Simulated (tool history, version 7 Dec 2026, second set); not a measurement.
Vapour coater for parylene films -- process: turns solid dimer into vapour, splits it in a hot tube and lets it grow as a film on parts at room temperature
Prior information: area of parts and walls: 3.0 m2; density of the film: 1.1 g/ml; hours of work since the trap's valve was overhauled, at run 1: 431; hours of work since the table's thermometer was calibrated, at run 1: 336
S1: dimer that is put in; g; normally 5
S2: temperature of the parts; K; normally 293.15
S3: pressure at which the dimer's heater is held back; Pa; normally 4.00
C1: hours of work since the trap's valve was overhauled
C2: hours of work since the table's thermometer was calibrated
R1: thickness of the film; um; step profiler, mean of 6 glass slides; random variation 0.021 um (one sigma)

run 1 hour=0.0 | S1=5 S2=293.15 S3=4.00 | C1=431 C2=336 | R1=1.17
run 2 hour=15.5 | S1=5 S2=293.15 S3=4.00 | C1=438 C2=343 | R1=1.11
run 3 hour=46.1 | S1=5 S2=293.15 S3=4.00 | C1=452 C2=357 | R1=1.11
-- hour=62.2 trap's valve overhauled
run 4 hour=69.6 | S1=5 S2=293.15 S3=4.00 | C1=3 C2=366 | R1=1.08
run 5 hour=100.5 | S1=5 S2=293.15 S3=2.25 | C1=18 C2=380 | R1=1.15
run 6 hour=114.8 | S1=5 S2=293.15 S3=2.25 | C1=24 C2=387 | R1=1.13
run 7 hour=139.4 | S1=5 S2=293.15 S3=2.25 | C1=35 C2=398 | R1=1.08
run 8 hour=167.0 | S1=5 S2=293.15 S3=4.00 | C1=48 C2=411 | R1=1.04
run 9 hour=188.2 | S1=5 S2=293.15 S3=4.00 | C1=58 C2=420 | R1=1.08
run 10 hour=205.0 | S1=5 S2=293.15 S3=4.00 | C1=66 C2=428 | R1=1.02
-- hour=217.5 trap's valve overhauled, once more
run 11 hour=233.5 | S1=5 S2=293.15 S3=4.00 | C1=7 C2=439 | R1=1.17
run 12 hour=255.4 | S1=5 S2=288.15 S3=4.00 | C1=17 C2=449 | R1=1.48
run 13 hour=280.9 | S1=5 S2=293.15 S3=4.00 | C1=29 C2=461 | R1=1.19
run 14 hour=310.1 | S1=5 S2=298.15 S3=4.00 | C1=42 C2=474 | R1=0.92
run 15 hour=328.5 | S1=5 S2=298.15 S3=4.00 | C1=51 C2=483 | R1=0.95
run 16 hour=341.1 | S1=5 S2=298.15 S3=4.00 | C1=57 C2=489 | R1=0.96
run 17 hour=365.5 | S1=9 S2=294.15 S3=3.16 | C1=68 C2=500 | R1=2.12

The next listed run, before its measurement:
run 18 hour=390.8 | S1=9 S2=294.15 S3=3.16 | C1=79 C2=511 | R1=?

Logged for run 18: R1 2.08 um.
The same run, on a tool lacking any hidden state, would have yielded R1 2.17 um.
